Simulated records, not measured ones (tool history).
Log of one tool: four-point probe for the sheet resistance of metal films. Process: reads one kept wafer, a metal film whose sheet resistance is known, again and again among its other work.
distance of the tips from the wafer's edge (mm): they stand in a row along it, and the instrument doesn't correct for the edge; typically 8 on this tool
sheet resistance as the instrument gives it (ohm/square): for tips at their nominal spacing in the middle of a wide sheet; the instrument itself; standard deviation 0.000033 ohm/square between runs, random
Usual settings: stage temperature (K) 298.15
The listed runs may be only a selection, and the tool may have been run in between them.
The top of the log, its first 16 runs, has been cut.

run    hour  stage temperature (K)  distance of the tips from the wafer's edge (mm)  touches since the probe head was changed  hours of work since the stage's thermometer was calibrated  sheet resistance as the instrument gives it (ohm/square)
 17   848.1                 292.15                                               41                                     39371                                                         336                                                  0.165542
 18   904.9                 308.15                                               13                                     41347                                                         371                                                  0.164228
 19   964.8                 297.15                                               26                                     43432                                                         407                                                  0.165116
 20  1036.2                 291.15                                                6                                     45913                                                         451                                                  0.166603
 21  1084.4                 298.15                                               70                                     47587                                                         480                                                  0.164942
 22  1127.8                 295.15                                                7                                     49098                                                         507                                                  0.165977
 23  1170.0                 301.15                                                8                                     50566                                                         533                                                  0.165256
 24  1234.3                 301.15                                                8                                     52799                                                         572                                                  0.165275
 25  1287.4                 295.15                                               13                                     54646                                                         605                                                  0.165519
 26  1359.9                 295.15                                               13                                     57168                                                         649                                                  0.165508
 27  1429.6                 295.15                                               13                                     59591                                                         692                                                  0.165531
 28  1488.9                 295.15                                               10                                     61651                                                         728                                                  0.165794
 29  1559.4                 295.15                                               10                                     64103                                                         771                                                  0.165755
 30  1616.9                 295.15                                               10                                     66102                                                         806                                                  0.165775
 31  1659.2                 302.15                                                3                                     67575                                                         832                                                  0.168602
 32  1699.9                 304.15                                               52                                     68991                                                         857                                                  0.164649

Alternative continuations, all from the tool just after run 32; predict every row:
  A  1759.0                 302.15                                               15                                     71043                                                         893                                                         ?
  B  1759.0                 302.15                                               33                                     71043                                                         893                                                         ?
  C  1759.0                 298.15                                               24                                     71043                                                         893                                                         ?

run  sheet resistance as the instrument gives it (ohm/square)
  A                                                  0.164992
  B                                                  0.164835
  C                                                  0.165227
What these runs would have given with no unlogged condition in the tool:
run  sheet resistance as the instrument gives it (ohm/square)
  A                                                  0.165327
  B                                                  0.165170
  C                                                  0.165566
